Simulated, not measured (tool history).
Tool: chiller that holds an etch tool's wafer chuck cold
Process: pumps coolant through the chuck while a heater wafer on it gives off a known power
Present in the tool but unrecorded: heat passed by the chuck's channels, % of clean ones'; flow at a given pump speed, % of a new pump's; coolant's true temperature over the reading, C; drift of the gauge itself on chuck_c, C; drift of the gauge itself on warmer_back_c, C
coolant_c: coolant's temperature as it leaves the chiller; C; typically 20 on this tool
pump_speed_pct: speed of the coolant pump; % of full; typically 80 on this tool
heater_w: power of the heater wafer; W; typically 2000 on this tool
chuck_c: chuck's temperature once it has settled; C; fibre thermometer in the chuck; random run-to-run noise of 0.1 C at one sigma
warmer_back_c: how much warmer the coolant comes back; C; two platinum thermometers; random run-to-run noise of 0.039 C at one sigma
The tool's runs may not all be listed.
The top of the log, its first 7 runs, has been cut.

run    hour  coolant_c  pump_speed_pct  heater_w  hours since the coolant was changed and the channels were flushed  hours since the pump was overhauled  hours since the chiller's thermometer was calibrated  chuck_c  warmer_back_c
  8   740.5         18              80      2000                                                               1684                                 3745                                                  2127     38.4           8.58
      771.7  -- chiller's thermometer calibrated
  9   814.0         18              80      2000                                                               1757                                 3817                                                    42     38.4           8.68
 10   937.1         20              80      2000                                                               1880                                 3941                                                   165     40.4           8.62
 11  1016.7         20              80      2000                                                               1960                                 4020                                                   245     40.6           8.61
 12  1080.3         20              80      2000                                                               2023                                 4084                                                   309     40.5           8.56
     1170.9  -- chiller's thermometer calibrated, once more
 13  1170.9         24              80      2000                                                               2113                                 4173                                                     0     45.2           8.63
 14  1281.0         24              80      2000                                                               2223                                 4283                                                   110     45.4           8.65
 15  1375.4         24              80      2000                                                               2317                                 4378                                                   204     45.2           8.65
 16  1451.1         20              80      2000                                                               2393                                 4453                                                   280     41.4           8.70
 17  1572.8         20              80      2000                                                               2515                                 4575                                                   402     41.6           8.74
 18  1653.5         20              80      2000                                                               2595                                 4656                                                   483     41.6           8.70
 19  1794.2         11              80      1055                                                               2736                                 4797                                                   623     22.0           4.62
 20  1914.6         19              61      1824                                                               2857                                 4917                                                   744     43.3          10.60
 21  2046.8         13              80      1280                                                               2989                                 5049                                                   876     26.8           5.63
 22  2175.2         14              61      2000                                                               3117                                 5178                                                  1004     41.1          11.71
 23  2295.1         14              61      2000                                                               3237                                 5298                                                  1124     41.1          11.68
 24  2365.9         26              93      2000                                                               3308                                 5368                                                  1195     45.5           7.55
 25  2483.8         27              91      2382                                                               3426                                 5486                                                  1313     50.9           9.15
 26  2556.8         20              85      2440                                                               3499                                 5559                                                  1386     45.8          10.11
 27  2634.0         20              85      2440                                                               3576                                 5636                                                  1463     45.9          10.10
 28  2754.7         20              85      2440                                                               3697                                 5757                                                  1584     46.1          10.17
 29  2860.0         20              80      1723                                                               3802                                 5862                                                  1689     39.4           7.69
 30  2936.0         20              80      1723                                                               3878                                 5938                                                  1765     39.1           7.68
 31  3075.1         20              80      1723                                                               4017                                 6078                                                  1904     39.5           7.67

Forecast each of these 4 alternatives for the next run:
  A  3218.2         18              76      1066                                                               4160                                 6221                                                  2047        ?              ?
  B  3218.2         20              79      2000                                                               4160                                 6221                                                  2047        ?              ?
  C  3218.2         20              80      1139                                                               4160                                 6221                                                  2047        ?              ?
  D  3218.2         20              80      1810                                                               4160                                 6221                                                  2047        ?              ?

run  chuck_c  warmer_back_c
  A     30.4           5.04
  B     42.7           8.96
  C     32.8           5.11
  D     40.5           8.06
The same runs, with their run-to-run variation unchanged, on a tool lacking any hidden condition would have given:
run  chuck_c  warmer_back_c
  A     28.5           4.56
  B     39.0           8.11
  C     30.8           4.63
  D     37.3           7.30

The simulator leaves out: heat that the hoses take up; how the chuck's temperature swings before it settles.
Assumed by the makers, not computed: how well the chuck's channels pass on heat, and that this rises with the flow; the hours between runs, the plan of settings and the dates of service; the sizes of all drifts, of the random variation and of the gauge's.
